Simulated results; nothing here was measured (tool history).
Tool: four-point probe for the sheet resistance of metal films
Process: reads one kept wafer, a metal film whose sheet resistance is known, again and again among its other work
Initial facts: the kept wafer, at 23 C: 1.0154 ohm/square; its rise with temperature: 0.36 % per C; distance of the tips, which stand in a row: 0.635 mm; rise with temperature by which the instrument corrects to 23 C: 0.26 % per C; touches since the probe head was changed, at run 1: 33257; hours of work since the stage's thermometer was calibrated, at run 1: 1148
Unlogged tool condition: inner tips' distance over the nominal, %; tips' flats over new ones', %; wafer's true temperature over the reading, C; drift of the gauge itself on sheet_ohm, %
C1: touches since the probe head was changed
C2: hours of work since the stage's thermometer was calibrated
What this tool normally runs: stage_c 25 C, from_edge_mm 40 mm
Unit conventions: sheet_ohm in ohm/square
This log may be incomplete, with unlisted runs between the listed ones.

run 1 hour=0 | stage_c=25 from_edge_mm=40 | C1=33257 C2=1148 | sheet_ohm=1.021835
run 2 hour=57.4 | stage_c=25 from_edge_mm=40 | C1=35389 C2=1173 | sheet_ohm=1.021973
run 3 hour=112.8 | stage_c=25 from_edge_mm=40 | C1=37445 C2=1198 | sheet_ohm=1.021961
run 4 hour=169.9 | stage_c=32 from_edge_mm=40 | C1=39564 C2=1223 | sheet_ohm=1.028802
run 5 hour=216.6 | stage_c=32 from_edge_mm=40 | C1=41300 C2=1244 | sheet_ohm=1.028893
run 6 hour=245.3 | stage_c=32 from_edge_mm=6 | C1=42366 C2=1256 | sheet_ohm=1.034844
run 7 hour=295.9 | stage_c=25 from_edge_mm=40 | C1=44245 C2=1279 | sheet_ohm=1.021997
run 8 hour=338.8 | stage_c=25 from_edge_mm=40 | C1=45837 C2=1298 | sheet_ohm=1.022257
run 9 hour=381.2 | stage_c=25 from_edge_mm=31 | C1=47412 C2=1316 | sheet_ohm=1.022749
run 10 hour=410 | stage_c=25 from_edge_mm=31 | C1=48482 C2=1329 | sheet_ohm=1.022514
run 11 hour=454.3 | stage_c=25 from_edge_mm=36 | C1=50127 C2=1349 | sheet_ohm=1.022183
run 12 hour=518.6 | stage_c=25 from_edge_mm=36 | C1=52513 C2=1377 | sheet_ohm=1.02249
run 13 hour=582.3 | stage_c=25 from_edge_mm=24 | C1=54877 C2=1405 | sheet_ohm=1.022498
run 14 hour=637.3 | stage_c=25 from_edge_mm=24 | C1=56922 C2=1430 | sheet_ohm=1.023043
run 15 hour=704 | stage_c=25 from_edge_mm=24 | C1=59399 C2=1459 | sheet_ohm=1.023235
run 16 hour=744.7 | stage_c=25 from_edge_mm=24 | C1=60909 C2=1477 | sheet_ohm=1.023361
run 17 hour=773 | stage_c=20 from_edge_mm=40 | C1=61958 C2=1490 | sheet_ohm=1.017717
run 18 hour=824.1 | stage_c=26 from_edge_mm=40 | C1=63858 C2=1513 | sheet_ohm=1.023575
run 19 hour=876.1 | stage_c=25 from_edge_mm=40 | C1=65788 C2=1536 | sheet_ohm=1.022937
run 20 hour=913.8 | stage_c=25 from_edge_mm=40 | C1=67188 C2=1552 | sheet_ohm=1.022999
run 21 hour=953.1 | stage_c=25 from_edge_mm=40 | C1=68648 C2=1570 | sheet_ohm=1.023151
run 22 hour=1009.1 | stage_c=25 from_edge_mm=40 | C1=70727 C2=1595 | sheet_ohm=1.023467
run 23 hour=1048.5 | stage_c=25 from_edge_mm=40 | C1=72189 C2=1612 | sheet_ohm=1.023129
run 24 hour=1109.6 | stage_c=25 from_edge_mm=40 | C1=74460 C2=1639 | sheet_ohm=1.023742
run 25 hour=1140 | stage_c=21 from_edge_mm=40 | C1=75585 C2=1652 | sheet_ohm=1.019438
run 26 hour=1169.6 | stage_c=21 from_edge_mm=40 | C1=76688 C2=1666 | sheet_ohm=1.019358
run 27 hour=1197.4 | stage_c=25 from_edge_mm=7 | C1=77716 C2=1678 | sheet_ohm=1.027612
run 28 hour=1256.5 | stage_c=31 from_edge_mm=9 | C1=79912 C2=1704 | sheet_ohm=1.03193
run 29 hour=1297.3 | stage_c=19 from_edge_mm=5 | C1=81428 C2=1722 | sheet_ohm=1.0264
run 30 hour=1336.2 | stage_c=24 from_edge_mm=41 | C1=82870 C2=1739 | sheet_ohm=1.022583
run 31 hour=1365.4 | stage_c=24 from_edge_mm=41 | C1=83955 C2=1752 | sheet_ohm=1.022281
run 32 hour=1423 | stage_c=29 from_edge_mm=22 | C1=86096 C2=1778 | sheet_ohm=1.027789
run 33 hour=1475 | stage_c=26 from_edge_mm=45 | C1=88025 C2=1801 | sheet_ohm=1.024594
run 34 hour=1534.2 | stage_c=34 from_edge_mm=51 | C1=90224 C2=1827 | sheet_ohm=1.032513
run 35 hour=1563.1 | stage_c=34 from_edge_mm=51 | C1=91298 C2=1840 | sheet_ohm=1.031921
run 36 hour=1630.8 | stage_c=34 from_edge_mm=51 | C1=93811 C2=1870 | sheet_ohm=1.032652
run 37 hour=1689.7 | stage_c=34 from_edge_mm=51 | C1=95999 C2=1896 | sheet_ohm=1.032389
run 38 hour=1736.3 | stage_c=34 from_edge_mm=51 | C1=97727 C2=1917 | sheet_ohm=1.032489
run 39 hour=1800.3 | stage_c=23 from_edge_mm=39 | C1=100104 C2=1945 | sheet_ohm=1.022457
run 40 hour=1865.6 | stage_c=25 from_edge_mm=28 | C1=102528 C2=1974 | sheet_ohm=1.024218
run 41 hour=1907.5 | stage_c=19 from_edge_mm=4 | C1=104083 C2=1992 | sheet_ohm=1.031895
run 42 hour=1942.2 | stage_c=19 from_edge_mm=4 | C1=105373 C2=2008 | sheet_ohm=1.032262
run 43 hour=1985.6 | stage_c=19 from_edge_mm=4 | C1=106983 C2=2027 | sheet_ohm=1.032438
-- hour=2030.5 stage's thermometer calibrated
run 44 hour=2040.1 | stage_c=28 from_edge_mm=4 | C1=108990 C2=4 | sheet_ohm=1.039673

Forecast each of these 5 alternatives for the next run:
run A hour=2099.2 | stage_c=28 from_edge_mm=50 | C1=111183 C2=30 | sheet_ohm=?
run B hour=2099.2 | stage_c=32 from_edge_mm=16 | C1=111183 C2=30 | sheet_ohm=?
run C hour=2099.2 | stage_c=33 from_edge_mm=4 | C1=111183 C2=30 | sheet_ohm=?
run D hour=2099.2 | stage_c=30 from_edge_mm=6 | C1=111183 C2=30 | sheet_ohm=?
run E hour=2099.2 | stage_c=20 from_edge_mm=46 | C1=111183 C2=30 | sheet_ohm=?

run=A sheet_ohm=1.025812
run=B sheet_ohm=1.030671
run=C sheet_ohm=1.044243
run=D sheet_ohm=1.034178
run=E sheet_ohm=1.017915
Without the tool's unlogged condition, the same runs would have read:
run=A sheet_ohm=1.02013
run=B sheet_ohm=1.024959
run=C sheet_ohm=1.038461
run=D sheet_ohm=1.028451
run=E sheet_ohm=1.012281
